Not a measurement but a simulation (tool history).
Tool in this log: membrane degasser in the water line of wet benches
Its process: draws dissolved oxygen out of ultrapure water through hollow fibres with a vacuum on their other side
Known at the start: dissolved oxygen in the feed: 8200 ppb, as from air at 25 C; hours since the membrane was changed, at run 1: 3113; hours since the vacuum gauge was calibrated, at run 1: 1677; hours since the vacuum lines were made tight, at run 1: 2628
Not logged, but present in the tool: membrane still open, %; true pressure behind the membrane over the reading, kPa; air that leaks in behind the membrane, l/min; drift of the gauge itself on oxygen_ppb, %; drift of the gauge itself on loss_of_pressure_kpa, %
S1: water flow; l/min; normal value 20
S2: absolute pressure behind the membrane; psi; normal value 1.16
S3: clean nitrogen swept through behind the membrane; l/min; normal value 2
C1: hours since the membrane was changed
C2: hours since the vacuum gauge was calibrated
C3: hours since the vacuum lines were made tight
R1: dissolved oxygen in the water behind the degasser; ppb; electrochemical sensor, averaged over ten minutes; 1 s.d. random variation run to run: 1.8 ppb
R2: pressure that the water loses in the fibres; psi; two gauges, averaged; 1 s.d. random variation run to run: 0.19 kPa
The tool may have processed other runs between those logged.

{"run": 1, "hour": 0.0, "S1": 20, "S2": 1.16, "S3": 2, "C1": 3113, "C2": 1677, "C3": 2628, "R1": 180.5, "R2": 5.844}
{"run": 2, "hour": 87.8, "S1": 20, "S2": 1.16, "S3": 2, "C1": 3201, "C2": 1765, "C3": 2715, "R1": 181.3, "R2": 5.803}
{"run": 3, "hour": 155.4, "S1": 20, "S2": 1.16, "S3": 2, "C1": 3268, "C2": 1832, "C3": 2783, "R1": 180.1, "R2": 5.807}
{"run": 4, "hour": 222.1, "S1": 20, "S2": 1.16, "S3": 2, "C1": 3335, "C2": 1899, "C3": 2850, "R1": 178.6, "R2": 5.807}
{"run": 5, "hour": 291.7, "S1": 17, "S2": 1.16, "S3": 2, "C1": 3404, "C2": 1969, "C3": 2919, "R1": 133.2, "R2": 4.928}
{"run": 6, "hour": 370.4, "S1": 17, "S2": 1.16, "S3": 2, "C1": 3483, "C2": 2047, "C3": 2998, "R1": 133.9, "R2": 4.95}
{"run": 7, "hour": 459.7, "S1": 17, "S2": 1.16, "S3": 2, "C1": 3572, "C2": 2137, "C3": 3087, "R1": 132.5, "R2": 4.933}
{"run": 8, "hour": 512.7, "S1": 17, "S2": 1.16, "S3": 2, "C1": 3625, "C2": 2190, "C3": 3140, "R1": 133.3, "R2": 4.918}
{"run": 9, "hour": 550.1, "S1": 17, "S2": 1.16, "S3": 2, "C1": 3663, "C2": 2227, "C3": 3178, "R1": 133.9, "R2": 4.957}
{"run": 10, "hour": 635.0, "S1": 20, "S2": 1.16, "S3": 2, "C1": 3748, "C2": 2312, "C3": 3263, "R1": 178.8, "R2": 5.77}
{"hour": 669.3, "done": "seals of the vacuum lines changed"}
{"run": 11, "hour": 715.5, "S1": 20, "S2": 1.16, "S3": 2, "C1": 3826, "C2": 2390, "C3": 46, "R1": 181.5, "R2": 5.838}
{"run": 12, "hour": 761.8, "S1": 20, "S2": 1.16, "S3": 2, "C1": 3873, "C2": 2437, "C3": 92, "R1": 179.3, "R2": 5.835}
{"run": 13, "hour": 848.5, "S1": 20, "S2": 1.16, "S3": 2, "C1": 3959, "C2": 2523, "C3": 179, "R1": 177.7, "R2": 5.806}
{"run": 14, "hour": 918.7, "S1": 20, "S2": 1.16, "S3": 2, "C1": 4029, "C2": 2594, "C3": 249, "R1": 179.8, "R2": 5.852}
{"run": 15, "hour": 1005.4, "S1": 20, "S2": 1.323, "S3": 2, "C1": 4116, "C2": 2680, "C3": 336, "R1": 206.2, "R2": 5.799}
{"run": 16, "hour": 1091.5, "S1": 20, "S2": 1.323, "S3": 2, "C1": 4202, "C2": 2766, "C3": 422, "R1": 203.7, "R2": 5.775}
{"run": 17, "hour": 1181.5, "S1": 20, "S2": 1.323, "S3": 2, "C1": 4292, "C2": 2856, "C3": 512, "R1": 206.5, "R2": 5.826}
{"run": 18, "hour": 1252.4, "S1": 23, "S2": 1.323, "S3": 2.91, "C1": 4363, "C2": 2927, "C3": 583, "R1": 217.7, "R2": 6.705}
{"run": 19, "hour": 1295.5, "S1": 23, "S2": 0.951, "S3": 0.87, "C1": 4406, "C2": 2970, "C3": 626, "R1": 293.3, "R2": 6.746}
{"run": 20, "hour": 1377.3, "S1": 20, "S2": 2.544, "S3": 0.89, "C1": 4488, "C2": 3052, "C3": 708, "R1": 724.6, "R2": 5.775}
{"run": 21, "hour": 1421.0, "S1": 14, "S2": 2.247, "S3": 2, "C1": 4532, "C2": 3096, "C3": 752, "R1": 221, "R2": 4.077}
{"run": 22, "hour": 1497.6, "S1": 14, "S2": 2.247, "S3": 2, "C1": 4608, "C2": 3172, "C3": 828, "R1": 217.7, "R2": 4.044}
{"run": 23, "hour": 1556.8, "S1": 14, "S2": 2.247, "S3": 2, "C1": 4667, "C2": 3232, "C3": 887, "R1": 219.6, "R2": 4.118}
{"run": 24, "hour": 1622.7, "S1": 27, "S2": 1.872, "S3": 2, "C1": 4733, "C2": 3298, "C3": 953, "R1": 457.4, "R2": 7.89}
{"run": 25, "hour": 1701.1, "S1": 27, "S2": 1.872, "S3": 2, "C1": 4812, "C2": 3376, "C3": 1032, "R1": 455.7, "R2": 7.864}
{"run": 26, "hour": 1749.3, "S1": 27, "S2": 1.872, "S3": 2, "C1": 4860, "C2": 3424, "C3": 1080, "R1": 462.6, "R2": 7.857}
{"run": 27, "hour": 1821.5, "S1": 30, "S2": 1.16, "S3": 2, "C1": 4932, "C2": 3496, "C3": 1152, "R1": 387.6, "R2": 8.702}
{"run": 28, "hour": 1910.6, "S1": 20, "S2": 1.054, "S3": 1.08, "C1": 5021, "C2": 3586, "C3": 1241, "R1": 232.5, "R2": 5.809}

What will run 29 give?
{"hour": 1964.2, "done": "vacuum gauge calibrated"}
{"run": 29, "hour": 1973.4, "S1": 17, "S2": 1.585, "S3": 2.76, "C1": 5084, "C2": 9, "C3": 1304, "R1": "?", "R2": "?"}

Run 29 gave R1 151.2 ppb, R2 4.966 psi.
The same run, on a tool lacking any hidden state, would have yielded R1 151.1 ppb, R2 4.963 psi.

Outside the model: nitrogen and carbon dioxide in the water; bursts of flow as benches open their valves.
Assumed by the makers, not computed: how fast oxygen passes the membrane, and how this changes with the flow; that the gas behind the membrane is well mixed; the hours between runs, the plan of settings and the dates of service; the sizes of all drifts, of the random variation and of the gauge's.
